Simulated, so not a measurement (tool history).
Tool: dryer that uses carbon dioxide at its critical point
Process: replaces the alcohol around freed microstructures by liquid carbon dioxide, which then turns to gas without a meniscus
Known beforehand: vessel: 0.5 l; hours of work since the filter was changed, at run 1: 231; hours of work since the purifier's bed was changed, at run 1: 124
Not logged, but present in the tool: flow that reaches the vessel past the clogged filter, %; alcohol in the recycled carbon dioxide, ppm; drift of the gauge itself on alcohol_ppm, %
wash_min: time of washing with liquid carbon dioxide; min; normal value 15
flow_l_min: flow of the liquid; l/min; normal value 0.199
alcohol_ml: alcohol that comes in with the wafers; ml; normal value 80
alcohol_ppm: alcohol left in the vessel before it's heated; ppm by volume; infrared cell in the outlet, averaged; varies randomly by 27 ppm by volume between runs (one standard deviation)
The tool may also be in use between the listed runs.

run	hour	wash_min	flow_l_min	alcohol_ml	hours of work since the filter was changed	hours of work since the purifier's bed was changed	alcohol_ppm
1	0.0	15	0.199	80	231	124	2201
2	8.9	15	0.199	80	235	128	2141
3	15.9	15	0.199	80	238	131	2208
4	22.1	15	0.199	80	241	134	2245
5	30.1	15	0.140	80	245	137	7374
6	35.6	15	0.199	80	247	140	2252
7	43.4	15	0.199	31	251	143	914
8	49.8	15	0.199	80	254	146	2329
9	55.3	15	0.199	80	256	148	2173
10	60.2	15	0.199	80	258	151	2347
11	67.2	15	0.199	80	261	154	2244
12	75.7	15	0.199	80	265	158	2288
13	82.0	15	0.199	80	268	160	2318
14	91.3	16	0.336	80	272	165	158
15	99.2	16	0.336	80	276	168	169
16	108.5	10	0.336	80	280	172	1552
17	113.9	10	0.336	80	282	175	1559
18	119.0	15	0.229	82	285	177	1340
19	126.4	15	0.168	82	288	180	4434
20	135.4	15	0.168	82	292	184	4445
21	141.9	18	0.224	45	295	187	397
22	149.0	18	0.224	45	298	191	392
23	154.1	9	0.247	94	301	193	8156
24	159.6	15	0.199	44	303	195	1358

Measured minus without-hidden-state, run by run (identical run-to-run variation in each term; gauge scatter may differ):
run	alcohol_ppm
1	+466
2	+459
3	+480
4	+493
5	+1140
6	+505
7	+236
8	+536
9	+503
10	+546
11	+528
12	+545
13	+558
14	+104
15	+106
16	+438
17	+443
18	+404
19	+949
20	+962
21	+175
22	+178
23	+1554
24	+392
